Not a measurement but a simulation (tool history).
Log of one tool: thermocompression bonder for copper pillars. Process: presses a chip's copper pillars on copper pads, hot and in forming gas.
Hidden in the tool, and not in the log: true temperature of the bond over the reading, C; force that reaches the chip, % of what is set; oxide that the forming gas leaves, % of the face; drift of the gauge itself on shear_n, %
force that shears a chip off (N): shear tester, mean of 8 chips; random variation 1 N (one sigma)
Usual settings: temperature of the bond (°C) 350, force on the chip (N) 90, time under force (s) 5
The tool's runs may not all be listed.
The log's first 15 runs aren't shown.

| run | day | temperature of the bond (°C) | force on the chip (N) | time under force (s) | hours of work since the heater was calibrated | hours of work since the force cell was calibrated | hours of work since the gas filter was changed | force that shears a chip off (N) |
|---|---|---|---|---|---|---|---|---|
| 16 | 31.896 | 350 | 90 | 5 | 1157 | 1323 | 112 | 81.7 |
|  | 32.617 | force cell calibrated |
| 17 | 34.258 | 350 | 90 | 5 | 1188 | 22 | 143 | 83.5 |
| 18 | 36.754 | 350 | 90 | 5 | 1222 | 56 | 177 | 79.8 |
|  | 38.433 | forming gas filter changed |
| 19 | 38.679 | 350 | 90 | 5 | 1248 | 82 | 3 | 86.8 |
| 20 | 41.367 | 350 | 70 | 3 | 1285 | 118 | 40 | 57.8 |
| 21 | 43.446 | 321 | 82 | 6 | 1313 | 147 | 68 | 61.5 |
| 22 | 45.183 | 324 | 65 | 7 | 1336 | 170 | 92 | 53.8 |
| 23 | 47.392 | 322 | 118 | 7 | 1366 | 200 | 121 | 87.0 |
| 24 | 49.188 | 363 | 116 | 8 | 1391 | 224 | 146 | 110.5 |
| 25 | 51.788 | 355 | 59 | 7 | 1426 | 260 | 181 | 63.5 |
|  | 53.146 | forming gas filter changed |
| 26 | 54.629 | 350 | 90 | 7 | 1464 | 298 | 20 | 93.8 |
| 27 | 56.258 | 350 | 90 | 7 | 1486 | 320 | 42 | 92.7 |
| 28 | 58.138 | 364 | 80 | 3 | 1512 | 346 | 68 | 72.5 |
|  | 58.592 | heater calibrated with a thermocouple chip |
| 29 | 59.683 | 364 | 80 | 3 | 15 | 365 | 88 | 76.9 |
| 30 | 61.583 | 350 | 89 | 5 | 41 | 391 | 113 | 85.4 |
| 31 | 63.067 | 376 | 81 | 9 | 61 | 411 | 133 | 105.5 |
| 32 | 65.721 | 339 | 131 | 12 | 97 | 447 | 169 | 112.5 |
| 33 | 67.346 | 328 | 91 | 4 | 119 | 469 | 191 | 62.8 |
|  | 67.975 | forming gas filter changed |
| 34 | 69.329 | 361 | 130 | 12 | 145 | 496 | 18 | 126.6 |
| 35 | 71.562 | 350 | 59 | 5 | 176 | 526 | 49 | 61.3 |
| 36 | 73.917 | 345 | 132 | 13 | 208 | 558 | 81 | 120.5 |
| 37 | 76.550 | 345 | 132 | 13 | 243 | 594 | 116 | 116.8 |
| 38 | 79.233 | 350 | 90 | 4 | 280 | 630 | 153 | 77.5 |

Forecast each of these 5 alternatives for the next run:
| A | 81.700 | 350 | 79 | 4 | 313 | 664 | 186 | ? |
| B | 81.700 | 335 | 90 | 4 | 313 | 664 | 186 | ? |
| C | 81.700 | 349 | 92 | 13 | 313 | 664 | 186 | ? |
| D | 81.700 | 376 | 128 | 5 | 313 | 664 | 186 | ? |
| E | 81.700 | 350 | 91 | 11 | 313 | 664 | 186 | ? |

| run | force that shears a chip off (N) |
|---|---|
| A | 69.1 |
| B | 67.2 |
| C | 101.7 |
| D | 113.8 |
| E | 99.6 |
Without the tool's hidden state the same runs would have given:
| run | force that shears a chip off (N) |
|---|---|
| A | 75.6 |
| B | 73.5 |
| C | 110.7 |
| D | 123.6 |
| E | 108.5 |
